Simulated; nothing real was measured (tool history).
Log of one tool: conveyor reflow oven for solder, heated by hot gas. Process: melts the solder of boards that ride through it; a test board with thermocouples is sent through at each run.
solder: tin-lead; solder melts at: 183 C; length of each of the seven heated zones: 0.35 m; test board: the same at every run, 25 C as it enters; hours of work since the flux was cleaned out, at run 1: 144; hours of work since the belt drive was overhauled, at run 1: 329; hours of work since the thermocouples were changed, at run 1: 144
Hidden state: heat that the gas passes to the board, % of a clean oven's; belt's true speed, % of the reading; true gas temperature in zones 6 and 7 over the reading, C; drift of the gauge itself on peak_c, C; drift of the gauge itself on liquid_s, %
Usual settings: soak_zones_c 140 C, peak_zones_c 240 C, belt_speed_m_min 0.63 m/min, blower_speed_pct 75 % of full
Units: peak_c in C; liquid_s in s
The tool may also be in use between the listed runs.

run   hour  soak_zones_c  peak_zones_c  belt_speed_m_min  blower_speed_pct  hours of work since the flux was cleaned out  hours of work since the belt drive was overhauled  hours of work since the thermocouples were changed  peak_c  liquid_s
  1      0           140           240              0.63                75                                           144                                                329                                                 144     218      50.5
  2    8.6           140           240              0.63                75                                           149                                                334                                                 149   217.8      50.5
  3   20.3           140           240              0.63                75                                           155                                                340                                                 155   218.1      50.5
  4   31.5           126           240              0.63                75                                           161                                                346                                                 161   214.9      43.7
  5   43.7           126           240              0.63                75                                           167                                                352                                                 167   214.3      44.1
  6   55.9           140           251              0.63                75                                           174                                                358                                                 174   226.8      55.7
  7   71.5           140           240              0.63                75                                           182                                                366                                                 182   217.8      49.8
  8   87.8           140           240              0.63                75                                           190                                                375                                                 190   217.5      50.1
  9     99           140           240              0.63                75                                           196                                                381                                                 196   217.6        50
 10    113           140           240              0.63                75                                           204                                                388                                                 204   217.3      50.2
 11  124.7           140           254              0.63                75                                           210                                                394                                                 210   229.2      57.4
 12  133.4           140           240              0.63                70                                           214                                                399                                                 214     216      48.9
 13  147.2           134           240              0.63                70                                           221                                                406                                                 221   215.1        46
 14  162.2           134           240              0.63                70                                           229                                                414                                                 229   214.7      45.9
 15  176.2           134           240              0.63                70                                           237                                                421                                                 237   214.9      45.9
 16  191.7           134           240              0.63                70                                           245                                                429                                                 245   214.5      45.7

Forecast run 17:
 17  199.2           134           240              0.63                70                                           249                                                433                                                 249       ?         ?

{"run 17": {"peak_c": 214.7, "liquid_s": 45.7}}
Without the tool's hidden state the same run would have given peak_c 216.6 C, liquid_s 47 s.

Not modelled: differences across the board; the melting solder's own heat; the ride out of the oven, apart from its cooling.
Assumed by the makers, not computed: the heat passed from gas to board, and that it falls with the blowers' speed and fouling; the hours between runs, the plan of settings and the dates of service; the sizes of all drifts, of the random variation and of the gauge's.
